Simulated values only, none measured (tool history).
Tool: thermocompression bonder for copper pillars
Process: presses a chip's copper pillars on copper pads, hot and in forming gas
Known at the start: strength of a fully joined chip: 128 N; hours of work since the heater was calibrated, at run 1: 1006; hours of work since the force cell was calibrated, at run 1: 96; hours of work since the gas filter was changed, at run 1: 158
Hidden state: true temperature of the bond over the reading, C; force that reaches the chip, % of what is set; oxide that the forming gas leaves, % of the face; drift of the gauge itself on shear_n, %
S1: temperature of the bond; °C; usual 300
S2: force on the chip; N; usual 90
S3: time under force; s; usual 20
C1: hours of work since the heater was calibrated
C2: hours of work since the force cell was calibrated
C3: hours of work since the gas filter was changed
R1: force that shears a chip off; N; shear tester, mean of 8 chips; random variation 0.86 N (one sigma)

Run 1, hour 0: usual settings; C1 1006; C2 96; C3 158. Result: R1 75.2 N.
Run 2, hour 14.6: usual settings; C1 1017; C2 107; C3 168. Result: R1 72.4 N.
Run 3, hour 26: usual settings; C1 1025; C2 115; C3 177. Result: R1 74 N.
Run 4, hour 36.3: usual settings; C1 1033; C2 123; C3 184. Result: R1 74.5 N.
Run 5, hour 43.1: usual settings; C1 1038; C2 128; C3 190. Result: R1 72.1 N.
Run 6, hour 55.3: usual settings; C1 1047; C2 137; C3 198. Result: R1 73.7 N.
Run 7, hour 62: usual settings; C1 1052; C2 142; C3 203. Result: R1 73.7 N.
Run 8, hour 76.5: usual settings; C1 1063; C2 153; C3 214. Result: R1 72.5 N.
Run 9, hour 86.6: usual settings but S3 25 s; C1 1070; C2 160; C3 222. Result: R1 78 N.
Run 10, hour 92.8: usual settings but S3 25 s; C1 1075; C2 165; C3 226. Result: R1 78.3 N.
Run 11, hour 100.8: usual settings; C1 1081; C2 170; C3 232. Result: R1 74 N.
Run 12, hour 107.6: usual settings; C1 1086; C2 176; C3 237. Result: R1 74.2 N.
Run 13, hour 122.3: usual settings; C1 1096; C2 186; C3 248. Result: R1 73 N.
Run 14, hour 128.4: usual settings; C1 1101; C2 191; C3 252. Result: R1 73.2 N.
Run 15, hour 142: usual settings but S3 14 s; C1 1111; C2 201; C3 262. Result: R1 64.9 N.
Run 16, hour 154.8: usual settings but S3 27 s; C1 1120; C2 210; C3 272. Result: R1 80.6 N.
Run 17, hour 161.8: usual settings but S3 27 s; C1 1126; C2 216; C3 277. Result: R1 79.3 N.
Run 18, hour 168.1: usual settings; C1 1130; C2 220; C3 282. Result: R1 74.3 N.
Run 19, hour 177.7: usual settings; C1 1137; C2 227; C3 289. Result: R1 71.6 N.
Run 20, hour 184.4: usual settings; C1 1142; C2 232; C3 294. Result: R1 72.8 N.
Run 21, hour 193.1: usual settings but S1 279 °C, S3 22 s; C1 1149; C2 239; C3 300. Result: R1 59.7 N.
Run 22, hour 200: usual settings but S1 301 °C, S2 72 N, S3 22 s; C1 1154; C2 244; C3 305. Result: R1 66.1 N.
Run 23, hour 215.1: usual settings but S1 303 °C, S2 87 N, S3 28 s; C1 1165; C2 255; C3 316. Result: R1 81.9 N.
Run 24, hour 227.2: usual settings but S1 278 °C, S2 111 N; C1 1174; C2 264; C3 325. Result: R1 63.9 N.
Run 25, hour 240.8: usual settings but S1 296 °C, S2 73 N; C1 1184; C2 274; C3 335. Result: R1 61.6 N.
At hour 242.8: forming gas filter changed.
Run 26, hour 251.4: usual settings but S1 289 °C, S2 71 N, S3 31 s; C1 1191; C2 281; C3 6. Result: R1 69.1 N.
At hour 257.5: heater calibrated with a thermocouple chip.
Run 27, hour 265.3: usual settings but S1 273 °C, S2 95 N, S3 17 s; C1 6; C2 290; C3 15. Result: R1 48.3 N.
Run 28, hour 278.8: usual settings but S1 278 °C; C1 16; C2 300; C3 25. Result: R1 52.8 N.
Run 29, hour 288.2: usual settings but S2 82 N, S3 23 s; C1 23; C2 307; C3 32. Result: R1 69.4 N.
Run 30, hour 301.6: usual settings but S2 92 N, S3 53 s; C1 33; C2 317; C3 42. Result: R1 95.7 N.
Run 31, hour 313.4: usual settings but S2 92 N, S3 53 s; C1 41; C2 326; C3 51. Result: R1 95.4 N.
Run 32, hour 326.3: usual settings but S1 283 °C, S2 92 N, S3 44 s; C1 51; C2 335; C3 60. Result: R1 76.3 N.
Run 33, hour 332.5: usual settings but S1 301 °C, S2 92 N, S3 27 s; C1 55; C2 340; C3 65. Result: R1 79.2 N.
Run 34, hour 338.6: usual settings but S1 301 °C, S2 92 N, S3 27 s; C1 60; C2 344; C3 69. Result: R1 77.6 N.
Run 35, hour 345.9: usual settings but S2 80 N, S3 11 s; C1 65; C2 350; C3 75. Result: R1 52.5 N.
Run 36, hour 359.7: usual settings but S1 271 °C, S2 60 N, S3 11 s; C1 75; C2 360; C3 85. Result: R1 28.1 N.
Run 37, hour 372.8: usual settings but S1 273 °C, S2 72 N, S3 23 s; C1 85; C2 369; C3 95. Result: R1 44.1 N.
Run 38, hour 384.8: usual settings but S2 104 N, S3 13 s; C1 94; C2 378; C3 103. Result: R1 66.9 N.
Run 39, hour 399.5: usual settings but S1 302 °C, S2 59 N, S3 38 s; C1 105; C2 389; C3 114. Result: R1 70.7 N.

Forecast each of these 4 alternatives for the next run:
Run A, hour 408.8: usual settings but S1 283 °C, S2 55 N, S3 38 s; C1 112; C2 396; C3 121. Result: R1 ?.
Run B, hour 408.8: usual settings but S1 279 °C, S2 70 N; C1 112; C2 396; C3 121. Result: R1 ?.
Run C, hour 408.8: usual settings but S1 313 °C, S2 70 N, S3 11 s; C1 112; C2 396; C3 121. Result: R1 ?.
Run D, hour 408.8: usual settings but S1 271 °C, S2 135 N, S3 19 s; C1 112; C2 396; C3 121. Result: R1 ?.

run    R1
  A  52.1
  B  46.3
  C    58
  D  62.3
Without the tool's hidden state the same runs would have given:
run    R1
  A    52
  B  46.1
  C  57.9
  D  62.3
